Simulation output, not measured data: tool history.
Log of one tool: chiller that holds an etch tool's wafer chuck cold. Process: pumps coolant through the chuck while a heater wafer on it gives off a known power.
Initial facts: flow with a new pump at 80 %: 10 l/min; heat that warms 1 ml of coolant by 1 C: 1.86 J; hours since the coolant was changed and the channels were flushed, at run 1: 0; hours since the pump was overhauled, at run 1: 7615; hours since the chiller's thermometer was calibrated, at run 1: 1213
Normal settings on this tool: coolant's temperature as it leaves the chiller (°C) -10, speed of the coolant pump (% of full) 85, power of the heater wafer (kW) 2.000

run    hour  coolant's temperature as it leaves the chiller (°C)  speed of the coolant pump (% of full)  power of the heater wafer (kW)  hours since the coolant was changed and the channels were flushed  hours since the pump was overhauled  hours since the chiller's thermometer was calibrated  chuck's temperature once it has settled (°C)  how much warmer the coolant comes back (C)
  1     0.0                                                  -10                                     85                           2.000                                                                  0                                 7615                                                  1213                                           8.7                                        6.10
  2   207.0                                                  -10                                     85                           2.000                                                                207                                 7822                                                  1420                                           8.7                                        6.04
  3   346.4                                                  -10                                     78                           2.000                                                                346                                 7961                                                  1560                                          10.0                                        6.68
  4   495.7                                                  -10                                     85                           2.628                                                                496                                 8110                                                  1709                                          14.7                                        7.84
  5   655.8                                                  -10                                     85                           2.628                                                                656                                 8270                                                  1869                                          14.6                                        8.01
  6   850.9                                                  -10                                     85                           2.628                                                                851                                 8466                                                  2064                                          14.6                                        7.99
  7  1036.2                                                  -10                                     85                           2.628                                                               1036                                 8651                                                  2250                                          14.6                                        8.04
  8  1239.0                                                  -10                                     60                           2.000                                                               1239                                 8854                                                  2452                                          14.1                                        9.02
  9  1418.8                                                  -10                                     85                           2.000                                                               1419                                 9033                                                  2632                                           8.8                                        6.12
 10  1555.0                                                  -10                                     85                           2.000                                                               1555                                 9170                                                  2768                                           8.7                                        6.11
 11  1659.1                                                  -10                                     85                           1.016                                                               1659                                 9274                                                  2873                                          -0.6                                        3.16
 12  1851.9                                                  -10                                     85                           1.471                                                               1852                                 9467                                                  3065                                           3.8                                        4.48
 13  2054.4                                                  -10                                     85                           1.471                                                               2054                                 9669                                                  3268                                           3.6                                        4.57
 14  2156.2                                                  -10                                     85                           2.000                                                               2156                                 9771                                                  3370                                           8.8                                        6.16
 15  2288.0                                                  -10                                     85                           2.000                                                               2288                                 9903                                                  3502                                           8.7                                        6.07
 16  2462.5                                                  -10                                     85                           2.000                                                               2463                                10077                                                  3676                                           8.8                                        6.22
 17  2645.1                                                  -18                                     96                           1.014                                                               2645                                10260                                                  3859                                          -9.1                                        2.82
     2725.2  -- coolant pump overhauled
 18  2856.3                                                  -18                                     96                           1.014                                                               2851                                  131                                                  4065                                          -9.3                                        2.81
 19  3028.1                                                  -18                                     96                           1.014                                                               3023                                  303                                                  4237                                          -9.1                                        2.82
 20  3164.4                                                  -10                                     75                           2.000                                                               3159                                  439                                                  4373                                          10.4                                        7.12
 21  3272.4                                                  -10                                     75                           2.000                                                               3267                                  547                                                  4481                                          10.5                                        7.14
 22  3469.3                                                   -5                                     75                           1.644                                                               3464                                  744                                                  4678                                          11.9                                        5.93
 23  3662.1                                                   -5                                     75                           1.644                                                               3657                                  937                                                  4871                                          11.9                                        5.92
 24  3853.1                                                  -20                                     80                           1.644                                                               3848                                 1128                                                  5062                                          -4.0                                        5.58
 25  4055.3                                                   -1                                     95                           1.360                                                               4050                                 1330                                                  5264                                          10.6                                        3.83
     4108.3  -- gauge calibrated
 26  4223.3                                                   -5                                     80                           1.093                                                               4218                                 1498                                                  5432                                           5.6                                        3.53
     4286.0  -- chiller's thermometer calibrated
 27  4379.4                                                  -13                                     80                           2.027                                                               4373                                 1653                                                    93                                           6.8                                        6.57
 28  4514.4                                                   -6                                     80                           2.027                                                               4508                                 1788                                                   228                                          13.9                                        6.53
 29  4689.8                                                   -6                                     80                           2.027                                                               4684                                 1964                                                   404                                          13.9                                        6.58
 30  4808.5                                                  -20                                     91                           1.752                                                               4802                                 2082                                                   522                                          -4.3                                        4.96
 31  4967.0                                                  -11                                     68                           2.461                                                               4961                                 2241                                                   681                                          16.1                                        9.64

Below are 5 alternative next runs, each starting from the tool's condition after run 31. Predict each:
  A  5163.2                                                  -19                                     68                           2.461                                                               5157                                 2437                                                   877                                             ?                                           ?
  B  5163.2                                                  -10                                     63                           2.000                                                               5157                                 2437                                                   877                                             ?                                           ?
  C  5163.2                                                  -17                                     64                           1.348                                                               5157                                 2437                                                   877                                             ?                                           ?
  D  5163.2                                                  -15                                     85                           2.000                                                               5157                                 2437                                                   877                                             ?                                           ?
  E  5163.2                                                   -6                                     66                           1.444                                                               5157                                 2437                                                   877                                             ?                                           ?

run  chuck's temperature once it has settled (°C)  how much warmer the coolant comes back (C)
  A                                           8.1                                        9.62
  B                                          13.2                                        8.60
  C                                          -1.6                                        5.67
  D                                           3.7                                        6.12
  E                                          10.3                                        5.85
Stripped of hidden state, with their random variation kept, the same runs would have yielded:
run  chuck's temperature once it has settled (°C)  how much warmer the coolant comes back (C)
  A                                           8.1                                        9.56
  B                                          13.2                                        8.54
  C                                          -1.6                                        5.61
  D                                           3.7                                        6.07
  E                                          10.3                                        5.79

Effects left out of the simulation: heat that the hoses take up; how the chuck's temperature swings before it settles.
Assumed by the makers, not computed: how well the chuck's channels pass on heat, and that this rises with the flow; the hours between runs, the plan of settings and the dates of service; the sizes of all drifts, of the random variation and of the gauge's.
